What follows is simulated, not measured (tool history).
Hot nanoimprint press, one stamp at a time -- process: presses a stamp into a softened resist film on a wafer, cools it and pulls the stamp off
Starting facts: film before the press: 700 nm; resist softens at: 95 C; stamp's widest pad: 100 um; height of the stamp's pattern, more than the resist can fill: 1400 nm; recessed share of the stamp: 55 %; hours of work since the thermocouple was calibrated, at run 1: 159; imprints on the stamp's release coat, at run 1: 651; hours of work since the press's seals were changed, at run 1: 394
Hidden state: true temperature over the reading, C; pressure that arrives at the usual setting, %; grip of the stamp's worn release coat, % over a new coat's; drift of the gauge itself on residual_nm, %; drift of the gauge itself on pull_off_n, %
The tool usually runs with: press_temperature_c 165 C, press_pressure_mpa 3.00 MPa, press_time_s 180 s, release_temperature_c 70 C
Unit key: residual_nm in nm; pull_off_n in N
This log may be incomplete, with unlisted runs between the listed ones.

run     day  press_temperature_c  press_pressure_mpa  press_time_s  release_temperature_c  hours of work since the thermocouple was calibrated  imprints on the stamp's release coat  hours of work since the press's seals were changed  residual_nm  pull_off_n
  1   0.000                  165                3.00           180                     70                                                  159                                   651                                                 394        372.5         172
      1.071  -- stamp cleaned and given a new release coat
  2   1.471                  165                3.00           180                     70                                                  178                                    25                                                 413        374.4         142
  3   3.508                  165                3.00           204                     70                                                  209                                   153                                                 445        358.8         150
  4   5.654                  165                3.00           204                     70                                                  242                                   288                                                 478        360.2         152
  5   7.900                  165                3.32           204                     70                                                  277                                   429                                                 512        348.4         163
  6   8.971                  165                3.99           180                     70                                                  293                                   496                                                 529        341.3         162
  7  11.054                  165                3.17           180                     70                                                  325                                   627                                                 561        376.4         171
     12.525  -- stamp cleaned and given a new release coat
  8  12.679                  165                4.35           180                     70                                                  346                                    10                                                 582        333.8         140
     12.971  -- plate thermocouple calibrated
  9  14.867                  165                4.35           180                     70                                                   29                                   139                                                 613        316.2         138
 10  16.050                  165                4.35           180                     70                                                   47                                   214                                                 632        320.9         150
 11  17.708                  165                4.35           180                     70                                                   73                                   318                                                 657        318.2         148
 12  18.971                  173                3.00           180                     70                                                   92                                   398                                                 676        261.4         154

Expected results for the next run?
 13  20.800                  165                2.46           168                     67                                                  120                                   513                                                 705            ?           ?

Logged for run 13: residual_nm 406.5 nm, pull_off_n 177 N.
Take away the tool's hidden state, keep the run-to-run variation as it was, and the same run would have given residual_nm 399.3 nm, pull_off_n 150 N.
